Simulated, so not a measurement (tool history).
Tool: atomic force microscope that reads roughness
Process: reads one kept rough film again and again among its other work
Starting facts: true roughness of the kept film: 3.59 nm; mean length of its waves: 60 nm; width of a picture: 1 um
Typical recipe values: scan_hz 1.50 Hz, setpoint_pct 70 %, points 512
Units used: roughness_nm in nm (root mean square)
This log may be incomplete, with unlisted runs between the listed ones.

{"run": 1, "hour": 0.0, "scan_hz": 1.5, "setpoint_pct": 70, "points": 512, "roughness_nm": 2.992}
{"run": 2, "hour": 16.5, "scan_hz": 1.5, "setpoint_pct": 70, "points": 512, "roughness_nm": 2.998}
{"run": 3, "hour": 47.5, "scan_hz": 1.5, "setpoint_pct": 70, "points": 981, "roughness_nm": 2.957}
{"hour": 52.1, "done": "new tip fitted"}
{"run": 4, "hour": 64.5, "scan_hz": 1.5, "setpoint_pct": 70, "points": 981, "roughness_nm": 3.246}
{"run": 5, "hour": 90.5, "scan_hz": 1.5, "setpoint_pct": 70, "points": 512, "roughness_nm": 3.23}
{"run": 6, "hour": 109.3, "scan_hz": 1.5, "setpoint_pct": 70, "points": 512, "roughness_nm": 3.205}
{"run": 7, "hour": 129.4, "scan_hz": 1.5, "setpoint_pct": 70, "points": 512, "roughness_nm": 3.196}
{"run": 8, "hour": 154.2, "scan_hz": 1.5, "setpoint_pct": 70, "points": 512, "roughness_nm": 3.163}
{"run": 9, "hour": 174.4, "scan_hz": 1.5, "setpoint_pct": 70, "points": 512, "roughness_nm": 3.133}
{"run": 10, "hour": 209.5, "scan_hz": 1.5, "setpoint_pct": 70, "points": 512, "roughness_nm": 3.104}
{"run": 11, "hour": 240.6, "scan_hz": 1.5, "setpoint_pct": 70, "points": 856, "roughness_nm": 3.069}
{"run": 12, "hour": 269.8, "scan_hz": 1.5, "setpoint_pct": 70, "points": 856, "roughness_nm": 3.034}
{"run": 13, "hour": 301.2, "scan_hz": 1.5, "setpoint_pct": 70, "points": 856, "roughness_nm": 3.016}
{"hour": 321.1, "done": "new tip fitted"}
{"run": 14, "hour": 335.9, "scan_hz": 1.5, "setpoint_pct": 70, "points": 856, "roughness_nm": 3.283}
{"run": 15, "hour": 369.2, "scan_hz": 1.5, "setpoint_pct": 70, "points": 856, "roughness_nm": 3.227}
{"run": 16, "hour": 389.4, "scan_hz": 1.5, "setpoint_pct": 70, "points": 512, "roughness_nm": 3.19}
{"run": 17, "hour": 412.3, "scan_hz": 0.82, "setpoint_pct": 70, "points": 512, "roughness_nm": 3.254}
{"run": 18, "hour": 430.0, "scan_hz": 1.5, "setpoint_pct": 70, "points": 760, "roughness_nm": 3.17}
{"run": 19, "hour": 465.5, "scan_hz": 1.5, "setpoint_pct": 70, "points": 760, "roughness_nm": 3.125}
{"run": 20, "hour": 484.2, "scan_hz": 1.5, "setpoint_pct": 70, "points": 512, "roughness_nm": 3.081}
{"run": 21, "hour": 516.6, "scan_hz": 1.5, "setpoint_pct": 70, "points": 512, "roughness_nm": 3.048}
{"run": 22, "hour": 548.3, "scan_hz": 1.5, "setpoint_pct": 70, "points": 512, "roughness_nm": 3.026}
{"run": 23, "hour": 585.7, "scan_hz": 1.5, "setpoint_pct": 70, "points": 267, "roughness_nm": 3.003}
{"hour": 591.3, "done": "new tip fitted"}
{"run": 24, "hour": 622.5, "scan_hz": 1.5, "setpoint_pct": 70, "points": 512, "roughness_nm": 3.211}
{"hour": 626.5, "done": "height scale calibrated on a step standard"}
{"run": 25, "hour": 654.6, "scan_hz": 1.5, "setpoint_pct": 70, "points": 512, "roughness_nm": 3.177}
{"run": 26, "hour": 672.7, "scan_hz": 1.5, "setpoint_pct": 70, "points": 512, "roughness_nm": 3.171}
{"run": 27, "hour": 710.8, "scan_hz": 1.5, "setpoint_pct": 70, "points": 512, "roughness_nm": 3.1}
{"run": 28, "hour": 734.4, "scan_hz": 1.5, "setpoint_pct": 70, "points": 314, "roughness_nm": 3.064}
{"run": 29, "hour": 768.3, "scan_hz": 2.97, "setpoint_pct": 58, "points": 855, "roughness_nm": 3.062}
{"hour": 785.6, "done": "height scale calibrated on a step standard, once more"}
{"run": 30, "hour": 791.5, "scan_hz": 1.13, "setpoint_pct": 58, "points": 793, "roughness_nm": 3.162}
{"run": 31, "hour": 827.3, "scan_hz": 1.13, "setpoint_pct": 58, "points": 793, "roughness_nm": 3.144}
{"run": 32, "hour": 847.8, "scan_hz": 1.13, "setpoint_pct": 58, "points": 793, "roughness_nm": 3.116}
{"hour": 863.9, "done": "new tip fitted"}
{"run": 33, "hour": 879.7, "scan_hz": 1.13, "setpoint_pct": 58, "points": 793, "roughness_nm": 3.38}
{"run": 34, "hour": 916.7, "scan_hz": 1.5, "setpoint_pct": 74, "points": 338, "roughness_nm": 3.153}
{"run": 35, "hour": 946.1, "scan_hz": 1.5, "setpoint_pct": 74, "points": 338, "roughness_nm": 3.141}
{"run": 36, "hour": 974.0, "scan_hz": 0.66, "setpoint_pct": 57, "points": 428, "roughness_nm": 3.344}
{"run": 37, "hour": 1007.5, "scan_hz": 0.66, "setpoint_pct": 57, "points": 428, "roughness_nm": 3.262}
{"run": 38, "hour": 1029.7, "scan_hz": 2.69, "setpoint_pct": 57, "points": 757, "roughness_nm": 3.157}
{"run": 39, "hour": 1066.5, "scan_hz": 1.7, "setpoint_pct": 70, "points": 426, "roughness_nm": 3.036}
{"run": 40, "hour": 1096.8, "scan_hz": 1.7, "setpoint_pct": 76, "points": 929, "roughness_nm": 2.933}
{"hour": 1133.0, "done": "new tip fitted"}
{"run": 41, "hour": 1135.4, "scan_hz": 1.7, "setpoint_pct": 76, "points": 929, "roughness_nm": 3.177}
{"run": 42, "hour": 1163.0, "scan_hz": 1.7, "setpoint_pct": 76, "points": 929, "roughness_nm": 3.14}
{"run": 43, "hour": 1198.4, "scan_hz": 1.7, "setpoint_pct": 76, "points": 929, "roughness_nm": 3.092}
{"run": 44, "hour": 1223.1, "scan_hz": 1.3, "setpoint_pct": 60, "points": 968, "roughness_nm": 3.283}
{"run": 45, "hour": 1247.4, "scan_hz": 0.78, "setpoint_pct": 58, "points": 562, "roughness_nm": 3.301}
{"run": 46, "hour": 1274.5, "scan_hz": 2.13, "setpoint_pct": 73, "points": 512, "roughness_nm": 3.004}
{"run": 47, "hour": 1305.7, "scan_hz": 2.13, "setpoint_pct": 73, "points": 512, "roughness_nm": 2.982}
{"run": 48, "hour": 1337.0, "scan_hz": 1.89, "setpoint_pct": 71, "points": 1004, "roughness_nm": 3.016}
{"run": 49, "hour": 1376.6, "scan_hz": 3.63, "setpoint_pct": 70, "points": 271, "roughness_nm": 2.779}
{"run": 50, "hour": 1395.6, "scan_hz": 0.52, "setpoint_pct": 62, "points": 363, "roughness_nm": 3.169}
{"hour": 1402.6, "done": "new tip fitted"}
{"run": 51, "hour": 1412.1, "scan_hz": 1.5, "setpoint_pct": 76, "points": 665, "roughness_nm": 3.196}
{"run": 52, "hour": 1441.8, "scan_hz": 1.5, "setpoint_pct": 76, "points": 665, "roughness_nm": 3.164}
{"run": 53, "hour": 1461.5, "scan_hz": 1.5, "setpoint_pct": 76, "points": 665, "roughness_nm": 3.148}
{"run": 54, "hour": 1485.7, "scan_hz": 0.97, "setpoint_pct": 88, "points": 399, "roughness_nm": 3.085}

Below are 3 alternative next runs, each starting from the tool's condition after run 54. Predict each:
{"run": "A", "hour": 1506.9, "scan_hz": 0.7, "setpoint_pct": 70, "points": 512, "roughness_nm": "?"}
{"run": "B", "hour": 1506.9, "scan_hz": 1.94, "setpoint_pct": 82, "points": 305, "roughness_nm": "?"}
{"run": "C", "hour": 1506.9, "scan_hz": 3.82, "setpoint_pct": 76, "points": 585, "roughness_nm": "?"}

run=A roughness_nm=3.295
run=B roughness_nm=2.910
run=C roughness_nm=2.731
Stripped of hidden state, with their random variation kept, the same runs would have yielded:
run=A roughness_nm=3.417
run=B roughness_nm=3.017
run=C roughness_nm=2.832

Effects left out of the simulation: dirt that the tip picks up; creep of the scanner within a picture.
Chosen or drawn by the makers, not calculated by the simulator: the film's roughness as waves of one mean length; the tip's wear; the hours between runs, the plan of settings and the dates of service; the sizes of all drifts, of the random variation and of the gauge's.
